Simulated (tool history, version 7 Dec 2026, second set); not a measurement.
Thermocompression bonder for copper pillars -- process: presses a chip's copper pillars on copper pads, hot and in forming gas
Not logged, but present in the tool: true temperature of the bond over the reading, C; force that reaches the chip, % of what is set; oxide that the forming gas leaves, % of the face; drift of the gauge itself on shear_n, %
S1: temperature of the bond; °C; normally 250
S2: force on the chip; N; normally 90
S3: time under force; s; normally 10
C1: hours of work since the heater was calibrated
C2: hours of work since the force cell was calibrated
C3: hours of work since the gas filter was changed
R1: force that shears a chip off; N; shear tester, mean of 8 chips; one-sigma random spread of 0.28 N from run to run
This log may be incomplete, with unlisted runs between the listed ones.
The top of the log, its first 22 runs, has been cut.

| run | hour | S1 | S2 | S3 | C1 | C2 | C3 | R1 |
|---|---|---|---|---|---|---|---|---|
| 23 | 174.1 | 266 | 90 | 6 | 160 | 489 | 69 | 28.9 |
| 24 | 183.6 | 266 | 90 | 6 | 166 | 495 | 75 | 28.8 |
| 25 | 190.0 | 257 | 130 | 13 | 170 | 499 | 79 | 44.0 |
| 26 | 197.6 | 257 | 54 | 14 | 174 | 504 | 83 | 26.7 |
| 27 | 204.8 | 261 | 95 | 29 | 179 | 508 | 88 | 49.9 |
| 28 | 211.1 | 230 | 109 | 13 | 182 | 512 | 92 | 30.4 |
| 29 | 217.8 | 230 | 109 | 13 | 186 | 516 | 96 | 30.4 |
| 30 | 223.3 | 250 | 55 | 10 | 190 | 519 | 99 | 21.2 |
| 31 | 229.9 | 250 | 55 | 10 | 194 | 523 | 103 | 21.4 |
| 32 | 238.8 | 250 | 94 | 5 | 199 | 529 | 109 | 23.3 |
| 33 | 244.3 | 269 | 68 | 10 | 202 | 532 | 112 | 30.4 |
| 34 | 250.7 | 238 | 85 | 24 | 206 | 536 | 116 | 35.7 |
| 35 | 257.8 | 239 | 85 | 6 | 211 | 540 | 120 | 20.5 |
| 36 | 263.2 | 248 | 134 | 10 | 214 | 543 | 123 | 37.0 |
| 37 | 268.4 | 248 | 134 | 10 | 217 | 547 | 126 | 37.2 |
| 38 | 274.5 | 267 | 79 | 10 | 221 | 550 | 130 | 31.9 |
| 39 | 284.0 | 233 | 96 | 11 | 227 | 556 | 136 | 26.5 |

What if the next run were any one of these 3? Each begins from the tool's condition after run 39:
|  | 288.6 | forming gas filter changed |
| A | 294.4 | 233 | 63 | 6 | 233 | 562 | 3 | ? |
|  | 288.6 | forming gas filter changed |
| B | 294.4 | 277 | 84 | 10 | 233 | 562 | 3 | ? |
|  | 288.6 | forming gas filter changed |
| C | 294.4 | 250 | 98 | 10 | 233 | 562 | 3 | ? |

| run | R1 |
|---|---|
| A | 16.2 |
| B | 38.0 |
| C | 32.6 |
Without the tool's unlogged condition, the same runs would have read:
| run | R1 |
|---|---|
| A | 16.2 |
| B | 37.9 |
| C | 32.6 |
